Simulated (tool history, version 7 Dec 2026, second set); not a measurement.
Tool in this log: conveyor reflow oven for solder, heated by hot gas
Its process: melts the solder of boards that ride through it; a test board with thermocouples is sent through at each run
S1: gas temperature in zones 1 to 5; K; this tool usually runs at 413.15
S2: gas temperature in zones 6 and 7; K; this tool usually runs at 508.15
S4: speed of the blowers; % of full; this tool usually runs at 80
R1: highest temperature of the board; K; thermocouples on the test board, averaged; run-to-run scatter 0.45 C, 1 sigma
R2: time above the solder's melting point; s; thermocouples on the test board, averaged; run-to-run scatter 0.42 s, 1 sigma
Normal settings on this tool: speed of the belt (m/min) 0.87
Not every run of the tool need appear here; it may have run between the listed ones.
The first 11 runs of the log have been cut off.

{"run": 12, "hour": 186.7, "S1": 413.15, "S2": 508.15, "speed of the belt (m/min)": 0.87, "S4": 89, "R1": 491.95, "R2": 42.5}
{"run": 13, "hour": 204.9, "S1": 413.15, "S2": 508.15, "speed of the belt (m/min)": 0.87, "S4": 89, "R1": 491.85, "R2": 42.6}
{"run": 14, "hour": 218.9, "S1": 413.15, "S2": 508.15, "speed of the belt (m/min)": 0.87, "S4": 80, "R1": 490.35, "R2": 41.1}
{"run": 15, "hour": 237.7, "S1": 413.15, "S2": 508.15, "speed of the belt (m/min)": 0.87, "S4": 80, "R1": 489.65, "R2": 41.1}
{"run": 16, "hour": 250.9, "S1": 413.15, "S2": 508.15, "speed of the belt (m/min)": 0.87, "S4": 51, "R1": 479.65, "R2": 32.1}
{"run": 17, "hour": 266.4, "S1": 413.15, "S2": 508.15, "speed of the belt (m/min)": 0.891, "S4": 76, "R1": 488.45, "R2": 39}
{"run": 18, "hour": 287.7, "S1": 413.15, "S2": 508.15, "speed of the belt (m/min)": 0.87, "S4": 69, "R1": 487.35, "R2": 39.5}
{"run": 19, "hour": 310.5, "S1": 413.15, "S2": 508.15, "speed of the belt (m/min)": 0.87, "S4": 69, "R1": 486.45, "R2": 38.6}
{"run": 20, "hour": 323.4, "S1": 408.15, "S2": 508.15, "speed of the belt (m/min)": 0.87, "S4": 61, "R1": 482.65, "R2": 33.8}
{"run": 21, "hour": 338.4, "S1": 408.15, "S2": 501.15, "speed of the belt (m/min)": 0.914, "S4": 61, "R1": 474.65, "R2": 25.9}
{"run": 22, "hour": 350.3, "S1": 413.15, "S2": 515.15, "speed of the belt (m/min)": 0.87, "S4": 80, "R1": 495.75, "R2": 43.6}
{"run": 23, "hour": 366.3, "S1": 413.15, "S2": 515.15, "speed of the belt (m/min)": 0.87, "S4": 87, "R1": 495.95, "R2": 44.1}
{"run": 24, "hour": 384.4, "S1": 413.15, "S2": 515.15, "speed of the belt (m/min)": 0.877, "S4": 75, "R1": 493.65, "R2": 42.4}
{"run": 25, "hour": 405.8, "S1": 425.15, "S2": 510.15, "speed of the belt (m/min)": 0.933, "S4": 57, "R1": 483.55, "R2": 36.4}
{"run": 26, "hour": 420.6, "S1": 425.15, "S2": 510.15, "speed of the belt (m/min)": 0.933, "S4": 57, "R1": 483.65, "R2": 36}
{"run": 27, "hour": 436.7, "S1": 425.15, "S2": 510.15, "speed of the belt (m/min)": 0.933, "S4": 57, "R1": 483.45, "R2": 36.1}
{"run": 28, "hour": 453.4, "S1": 414.15, "S2": 503.15, "speed of the belt (m/min)": 0.933, "S4": 59, "R1": 475.65, "R2": 27.1}
{"run": 29, "hour": 475.5, "S1": 414.15, "S2": 518.15, "speed of the belt (m/min)": 0.729, "S4": 59, "R1": 498.05, "R2": 54.6}
{"run": 30, "hour": 491.9, "S1": 414.15, "S2": 518.15, "speed of the belt (m/min)": 0.729, "S4": 59, "R1": 497.15, "R2": 53.9}
{"run": 31, "hour": 509.0, "S1": 414.15, "S2": 518.15, "speed of the belt (m/min)": 0.729, "S4": 59, "R1": 498.05, "R2": 54.6}

What if the next run were any one of these 3? Each begins from the tool's condition after run 31:
{"run": "A", "hour": 527.7, "S1": 413.15, "S2": 507.15, "speed of the belt (m/min)": 0.87, "S4": 89, "R1": "?", "R2": "?"}
{"run": "B", "hour": 527.7, "S1": 425.15, "S2": 518.15, "speed of the belt (m/min)": 0.877, "S4": 59, "R1": "?", "R2": "?"}
{"run": "C", "hour": 527.7, "S1": 413.15, "S2": 505.15, "speed of the belt (m/min)": 0.87, "S4": 80, "R1": "?", "R2": "?"}

run=A R1=490.35 R2=41.8
run=B R1=492.15 R2=45.4
run=C R1=485.75 R2=39.2
What these runs would have given with no unlogged condition in the tool:
run=A R1=491.45 R2=42.4
run=B R1=493.05 R2=45.7
run=C R1=486.75 R2=39.9

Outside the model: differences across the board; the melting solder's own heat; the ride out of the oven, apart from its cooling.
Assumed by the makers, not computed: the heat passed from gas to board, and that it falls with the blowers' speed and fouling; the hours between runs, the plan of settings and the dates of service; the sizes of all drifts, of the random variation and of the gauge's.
